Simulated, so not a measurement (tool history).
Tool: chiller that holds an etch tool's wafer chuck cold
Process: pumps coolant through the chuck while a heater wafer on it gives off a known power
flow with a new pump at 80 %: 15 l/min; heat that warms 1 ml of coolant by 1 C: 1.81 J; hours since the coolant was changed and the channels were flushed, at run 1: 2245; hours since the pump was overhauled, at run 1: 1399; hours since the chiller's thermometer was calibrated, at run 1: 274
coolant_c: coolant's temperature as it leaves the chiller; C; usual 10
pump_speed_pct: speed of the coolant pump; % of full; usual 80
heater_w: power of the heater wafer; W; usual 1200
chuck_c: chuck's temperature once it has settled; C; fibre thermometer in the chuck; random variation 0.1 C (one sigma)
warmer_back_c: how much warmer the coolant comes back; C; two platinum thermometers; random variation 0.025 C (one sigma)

| run | hour | coolant_c | pump_speed_pct | heater_w | hours since the coolant was changed and the channels were flushed | hours since the pump was overhauled | hours since the chiller's thermometer was calibrated | chuck_c | warmer_back_c |
|---|---|---|---|---|---|---|---|---|---|
| 1 | 0.0 | 10 | 80 | 1200 | 2245 | 1399 | 274 | 21.4 | 2.67 |
| 2 | 58.9 | 10 | 80 | 1200 | 2304 | 1458 | 333 | 21.5 | 2.65 |
| 3 | 117.5 | 10 | 80 | 1200 | 2362 | 1516 | 392 | 21.4 | 2.65 |
| 4 | 197.8 | 10 | 80 | 1200 | 2443 | 1597 | 472 | 21.5 | 2.67 |
| 5 | 255.5 | 10 | 80 | 1200 | 2500 | 1654 | 530 | 21.4 | 2.68 |
| 6 | 310.5 | 10 | 80 | 1200 | 2555 | 1709 | 585 | 21.5 | 2.67 |
| 7 | 385.9 | 10 | 80 | 1200 | 2631 | 1785 | 660 | 21.7 | 2.66 |
| 8 | 444.1 | 10 | 80 | 1200 | 2689 | 1843 | 718 | 21.6 | 2.64 |
| 9 | 536.6 | 10 | 80 | 1200 | 2781 | 1935 | 811 | 21.4 | 2.63 |
| 10 | 577.3 | 10 | 80 | 1200 | 2822 | 1976 | 851 | 21.7 | 2.63 |
| 11 | 661.2 | 10 | 80 | 1200 | 2906 | 2060 | 935 | 21.5 | 2.67 |
| 12 | 703.0 | 10 | 80 | 1200 | 2948 | 2102 | 977 | 21.2 | 2.63 |
| 13 | 787.7 | 10 | 80 | 1200 | 3032 | 2186 | 1062 | 21.4 | 2.64 |
| 14 | 875.1 | 10 | 80 | 1200 | 3120 | 2274 | 1149 | 21.6 | 2.67 |
| 15 | 956.8 | 10 | 80 | 1200 | 3201 | 2355 | 1231 | 21.4 | 2.70 |
| 16 | 1014.6 | 10 | 80 | 1200 | 3259 | 2413 | 1289 | 21.4 | 2.65 |
| 17 | 1106.0 | 10 | 80 | 1200 | 3351 | 2505 | 1380 | 21.5 | 2.70 |
| 18 | 1147.7 | 1 | 80 | 861 | 3392 | 2546 | 1422 | 9.3 | 1.92 |
| 19 | 1197.6 | 9 | 62 | 797 | 3442 | 2596 | 1472 | 18.6 | 2.32 |
| 20 | 1283.3 | 9 | 62 | 797 | 3528 | 2682 | 1557 | 18.5 | 2.31 |
| 21 | 1324.4 | 10 | 96 | 1200 | 3569 | 2723 | 1599 | 19.9 | 2.20 |
| 22 | 1409.5 | 10 | 60 | 801 | 3654 | 2808 | 1684 | 19.7 | 2.37 |
|  | 1429.9 | coolant changed, channels flushed |
| 23 | 1469.5 | 19 | 61 | 962 | 40 | 2862 | 1738 | 30.6 | 2.80 |
| 24 | 1546.6 | 19 | 61 | 755 | 117 | 2939 | 1815 | 27.9 | 2.19 |
| 25 | 1621.7 | 2 | 80 | 891 | 192 | 3014 | 1890 | 10.3 | 1.98 |
| 26 | 1660.1 | 7 | 73 | 753 | 230 | 3053 | 1928 | 14.7 | 1.82 |
| 27 | 1746.8 | 10 | 65 | 1412 | 317 | 3140 | 2015 | 26.1 | 3.88 |
| 28 | 1798.2 | 3 | 96 | 1189 | 368 | 3191 | 2066 | 12.8 | 2.21 |
| 29 | 1853.7 | 4 | 96 | 746 | 424 | 3246 | 2122 | 10.0 | 1.37 |
| 30 | 1925.4 | 6 | 64 | 748 | 495 | 3318 | 2194 | 14.5 | 2.11 |
| 31 | 1991.2 | 6 | 75 | 692 | 561 | 3384 | 2259 | 12.9 | 1.64 |

5 ways to go on from here, each from the tool as it stands after run 31. What would each give?
| A | 2038.8 | 1 | 80 | 876 | 609 | 3431 | 2307 | ? | ? |
| B | 2038.8 | 9 | 63 | 1200 | 609 | 3431 | 2307 | ? | ? |
| C | 2038.8 | 16 | 67 | 1482 | 609 | 3431 | 2307 | ? | ? |
| D | 2038.8 | 6 | 71 | 1562 | 609 | 3431 | 2307 | ? | ? |
| E | 2038.8 | 6 | 86 | 771 | 609 | 3431 | 2307 | ? | ? |

| run | chuck_c | warmer_back_c |
|---|---|---|
| A | 9.5 | 1.93 |
| B | 23.0 | 3.38 |
| C | 32.5 | 3.97 |
| D | 22.6 | 3.90 |
| E | 12.9 | 1.61 |
Without the tool's hidden state the same runs would have given:
| run | chuck_c | warmer_back_c |
|---|---|---|
| A | 9.5 | 1.92 |
| B | 23.0 | 3.37 |
| C | 32.5 | 3.97 |
| D | 22.6 | 3.89 |
| E | 12.9 | 1.61 |
